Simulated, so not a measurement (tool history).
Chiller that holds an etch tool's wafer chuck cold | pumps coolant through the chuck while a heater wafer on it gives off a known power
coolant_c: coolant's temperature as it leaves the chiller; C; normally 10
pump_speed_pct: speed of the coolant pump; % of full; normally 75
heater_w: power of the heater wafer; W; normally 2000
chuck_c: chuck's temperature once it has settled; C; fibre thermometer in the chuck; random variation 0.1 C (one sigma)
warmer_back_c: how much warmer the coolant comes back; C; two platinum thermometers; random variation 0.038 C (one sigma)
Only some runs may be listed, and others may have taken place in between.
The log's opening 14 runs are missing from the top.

Run 15, hour 2307.7: usual settings but pump_speed_pct 93 % of full. Result: chuck_c 27.4 C, warmer_back_c 7.51 C.
Run 16, hour 2461.9: usual settings but pump_speed_pct 93 % of full. Result: chuck_c 27.6 C, warmer_back_c 7.63 C.
Run 17, hour 2576.1: usual settings but pump_speed_pct 93 % of full. Result: chuck_c 27.8 C, warmer_back_c 7.59 C.
Run 18, hour 2795.0: usual settings but pump_speed_pct 68 % of full, heater_w 1538 W. Result: chuck_c 28.2 C, warmer_back_c 8.04 C.
At hour 2937.5: coolant pump overhauled, once more.
At hour 2986.6: coolant changed, channels flushed.
Run 19, hour 3024.5: usual settings but coolant_c 4 C, pump_speed_pct 68 % of full, heater_w 2686 W. Result: chuck_c 26.3 C, warmer_back_c 11.20 C.
Run 20, hour 3118.1: usual settings but coolant_c 17 C, pump_speed_pct 74 % of full, heater_w 1701 W. Result: chuck_c 30.5 C, warmer_back_c 6.52 C.
Run 21, hour 3321.4: usual settings but coolant_c 12 C, pump_speed_pct 73 % of full, heater_w 2238 W. Result: chuck_c 30.2 C, warmer_back_c 8.79 C.
Run 22, hour 3519.4: usual settings but coolant_c 8 C, pump_speed_pct 73 % of full, heater_w 2238 W. Result: chuck_c 26.7 C, warmer_back_c 8.82 C.

Predict the results of run 23:
Run 23, hour 3730.3: usual settings but pump_speed_pct 79 % of full, heater_w 2182 W. Result: chuck_c ?, warmer_back_c ?.

{"run 23": {"chuck_c": 27.2, "warmer_back_c": 8.01}}
With the hidden condition absent and the run-to-run variation left alone, this run would have shown chuck_c 25.7 C, warmer_back_c 7.81 C.
